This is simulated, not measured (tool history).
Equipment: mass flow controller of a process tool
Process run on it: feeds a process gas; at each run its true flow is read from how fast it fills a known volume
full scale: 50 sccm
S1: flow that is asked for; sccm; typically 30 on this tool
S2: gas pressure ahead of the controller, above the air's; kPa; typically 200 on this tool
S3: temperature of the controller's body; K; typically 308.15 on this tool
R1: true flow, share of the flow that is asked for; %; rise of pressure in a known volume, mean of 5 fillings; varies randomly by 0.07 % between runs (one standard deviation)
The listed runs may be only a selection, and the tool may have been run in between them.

run 1 day=0.000 | S1=30 S2=200 S3=308.15 | R1=98.84
run 2 day=4.838 | S1=30 S2=200 S3=308.15 | R1=98.88
run 3 day=9.238 | S1=30 S2=241 S3=308.15 | R1=98.87
run 4 day=13.800 | S1=30 S2=200 S3=308.15 | R1=99.13
run 5 day=19.288 | S1=30 S2=200 S3=300.15 | R1=99.67
run 6 day=23.458 | S1=30 S2=200 S3=300.15 | R1=99.70
run 7 day=29.179 | S1=30 S2=200 S3=308.15 | R1=99.61
run 8 day=32.588 | S1=30 S2=200 S3=308.15 | R1=99.70
run 9 day=36.717 | S1=30 S2=155 S3=308.15 | R1=99.77
run 10 day=42.062 | S1=30 S2=155 S3=308.15 | R1=99.97
run 11 day=45.550 | S1=30 S2=155 S3=302.15 | R1=100.36
run 12 day=48.767 | S1=30 S2=200 S3=308.15 | R1=99.83
run 13 day=52.579 | S1=30 S2=200 S3=308.15 | R1=100.05
run 14 day=57.462 | S1=30 S2=200 S3=312.15 | R1=100.07
run 15 day=62.679 | S1=30 S2=200 S3=308.15 | R1=100.24
run 16 day=68.558 | S1=30 S2=200 S3=296.15 | R1=101.14
run 17 day=72.875 | S1=30 S2=200 S3=293.15 | R1=101.13
run 18 day=76.171 | S1=30 S2=200 S3=293.15 | R1=101.28
run 19 day=82.338 | S1=30 S2=200 S3=308.15 | R1=100.89
run 20 day=87.458 | S1=17 S2=200 S3=304.15 | R1=100.54
-- day=89.433 gauge calibrated
run 21 day=93.317 | S1=30 S2=200 S3=303.15 | R1=99.12
run 22 day=97.275 | S1=30 S2=200 S3=303.15 | R1=99.29
run 23 day=101.621 | S1=30 S2=213 S3=308.15 | R1=99.14

Expected results for the next run?
run 24 day=106.579 | S1=30 S2=200 S3=301.15 | R1=?

Run 24 measured R1 99.37 %.
With no hidden state in the tool, this same run would have given R1 98.95 %.
